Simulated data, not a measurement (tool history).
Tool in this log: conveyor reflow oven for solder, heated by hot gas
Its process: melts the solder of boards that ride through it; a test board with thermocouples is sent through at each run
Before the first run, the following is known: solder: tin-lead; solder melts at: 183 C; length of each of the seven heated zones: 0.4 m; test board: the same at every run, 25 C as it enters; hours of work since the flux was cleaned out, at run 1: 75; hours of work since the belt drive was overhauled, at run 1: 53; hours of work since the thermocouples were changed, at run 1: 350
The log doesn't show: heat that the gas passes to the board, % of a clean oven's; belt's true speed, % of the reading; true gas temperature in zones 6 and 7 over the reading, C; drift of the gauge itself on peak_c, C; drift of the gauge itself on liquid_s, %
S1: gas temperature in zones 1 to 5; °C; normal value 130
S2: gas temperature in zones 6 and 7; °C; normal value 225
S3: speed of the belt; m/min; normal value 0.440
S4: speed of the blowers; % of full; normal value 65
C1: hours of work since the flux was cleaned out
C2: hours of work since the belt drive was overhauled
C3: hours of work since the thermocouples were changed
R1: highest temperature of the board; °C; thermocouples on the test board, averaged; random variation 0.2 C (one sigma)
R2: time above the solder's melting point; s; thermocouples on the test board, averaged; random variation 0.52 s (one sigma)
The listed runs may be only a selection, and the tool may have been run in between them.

run,hour,S1,S2,S3,S4,C1,C2,C3,R1,R2
1,0.0,130,225,0.440,65,75,53,350,210.6,70.6
2,8.2,130,225,0.440,65,81,59,356,210.6,69.8
3,15.5,130,225,0.440,65,86,65,362,210.1,70.4
4,21.7,130,225,0.440,65,91,69,366,210.3,69.9
5,27.7,134,225,0.440,65,96,74,371,210.8,73.0
6,33.9,130,225,0.440,65,100,79,376,210.2,69.6
7,42.4,130,225,0.440,70,107,85,382,211.3,72.2
8,51.1,130,225,0.440,65,113,92,389,210.4,69.6
9,59.6,130,225,0.440,52,120,98,395,205.9,62.1
10,65.8,130,225,0.440,52,125,103,400,206.1,62.5
11,74.3,130,225,0.440,52,131,109,406,205.7,61.7
12,79.9,130,225,0.440,65,135,114,411,210.2,70.0
13,87.4,130,225,0.440,65,141,119,416,209.8,70.4
14,92.1,130,225,0.440,65,145,123,420,209.9,70.6
15,96.2,130,225,0.440,65,148,126,423,210.0,69.6
16,101.1,130,225,0.440,65,151,130,427,210.0,70.0
17,107.6,123,225,0.498,87,156,135,432,210.4,60.1
18,112.8,123,225,0.498,87,160,139,436,210.3,59.8
# hour 117.5: belt drive overhauled, speed set with a stopwatch
19,122.5,130,225,0.414,56,165,4,440,209.5,72.7
20,129.3,130,225,0.414,56,170,9,445,209.2,73.2
# hour 134.7: belt drive overhauled, speed set with a stopwatch, once more
21,139.1,130,233,0.426,52,174,3,450,213.8,75.9
22,145.8,117,239,0.352,87,179,8,455,231.7,112.8
23,155.0,117,239,0.352,87,186,15,462,231.7,112.3
24,162.9,117,239,0.352,87,192,21,468,231.8,112.4
25,168.7,117,239,0.352,87,197,26,472,232.0,112.1
26,177.5,117,239,0.352,87,203,33,479,231.9,111.6

Run 27 is up next; what results do you expect?
27,182.4,130,225,0.354,65,207,36,482,?,?

{"run 27": {"R1": 215.8, "R2": 99.5}}
Without the tool's hidden state the same run would have given R1 216.0 °C, R2 100.5 s.

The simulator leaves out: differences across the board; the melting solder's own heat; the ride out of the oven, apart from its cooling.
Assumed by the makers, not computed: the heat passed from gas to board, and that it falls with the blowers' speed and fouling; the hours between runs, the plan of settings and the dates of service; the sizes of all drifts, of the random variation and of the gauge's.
